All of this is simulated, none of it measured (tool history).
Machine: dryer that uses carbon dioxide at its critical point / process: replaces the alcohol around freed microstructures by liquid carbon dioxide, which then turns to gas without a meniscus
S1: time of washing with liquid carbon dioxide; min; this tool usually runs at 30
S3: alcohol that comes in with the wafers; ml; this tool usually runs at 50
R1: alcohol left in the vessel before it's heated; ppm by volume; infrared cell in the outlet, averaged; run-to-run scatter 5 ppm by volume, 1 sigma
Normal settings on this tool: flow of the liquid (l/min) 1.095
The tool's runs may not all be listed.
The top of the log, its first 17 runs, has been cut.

{"run": 18, "day": 5.042, "S1": 30, "flow of the liquid (l/min)": 1.095, "S3": 50, "R1": 31}
{"run": 19, "day": 5.333, "S1": 30, "flow of the liquid (l/min)": 1.095, "S3": 50, "R1": 29}
{"run": 20, "day": 5.725, "S1": 35, "flow of the liquid (l/min)": 1.12, "S3": 24, "R1": 9}
{"run": 21, "day": 6.025, "S1": 30, "flow of the liquid (l/min)": 0.86, "S3": 50, "R1": 63}
{"run": 22, "day": 6.296, "S1": 40, "flow of the liquid (l/min)": 0.89, "S3": 58, "R1": 30}
{"run": 23, "day": 6.504, "S1": 40, "flow of the liquid (l/min)": 0.89, "S3": 58, "R1": 28}
{"run": 24, "day": 6.871, "S1": 40, "flow of the liquid (l/min)": 0.89, "S3": 58, "R1": 27}
{"run": 25, "day": 7.167, "S1": 40, "flow of the liquid (l/min)": 0.89, "S3": 58, "R1": 22}
{"run": 26, "day": 7.467, "S1": 30, "flow of the liquid (l/min)": 1.095, "S3": 45, "R1": 33}
{"run": 27, "day": 7.858, "S1": 30, "flow of the liquid (l/min)": 1.095, "S3": 45, "R1": 28}
{"run": 28, "day": 8.129, "S1": 45, "flow of the liquid (l/min)": 1.17, "S3": 97, "R1": 26}
{"run": 29, "day": 8.312, "S1": 45, "flow of the liquid (l/min)": 1.17, "S3": 97, "R1": 18}
{"run": 30, "day": 8.525, "S1": 45, "flow of the liquid (l/min)": 1.17, "S3": 97, "R1": 23}
{"run": 31, "day": 8.888, "S1": 45, "flow of the liquid (l/min)": 1.17, "S3": 97, "R1": 11}
{"run": 32, "day": 9.125, "S1": 22, "flow of the liquid (l/min)": 1, "S3": 42, "R1": 95}
{"run": 33, "day": 9.454, "S1": 22, "flow of the liquid (l/min)": 1.08, "S3": 42, "R1": 65}
{"run": 34, "day": 9.758, "S1": 21, "flow of the liquid (l/min)": 1.67, "S3": 56, "R1": 36}
{"run": 35, "day": 10.092, "S1": 31, "flow of the liquid (l/min)": 1.095, "S3": 99, "R1": 29}

What if the next run were any one of these 3? Each begins from the tool's condition after run 35:
{"run": "A", "day": 10.375, "S1": 29, "flow of the liquid (l/min)": 1.095, "S3": 97, "R1": "?"}
{"run": "B", "day": 10.375, "S1": 31, "flow of the liquid (l/min)": 0.7, "S3": 98, "R1": "?"}
{"run": "C", "day": 10.375, "S1": 39, "flow of the liquid (l/min)": 1.77, "S3": 46, "R1": "?"}

run=A R1=44
run=B R1=195
run=C R1=17
Had the tool no hidden state, the same runs would have come out as:
run=A R1=22
run=B R1=154
run=C R1=0
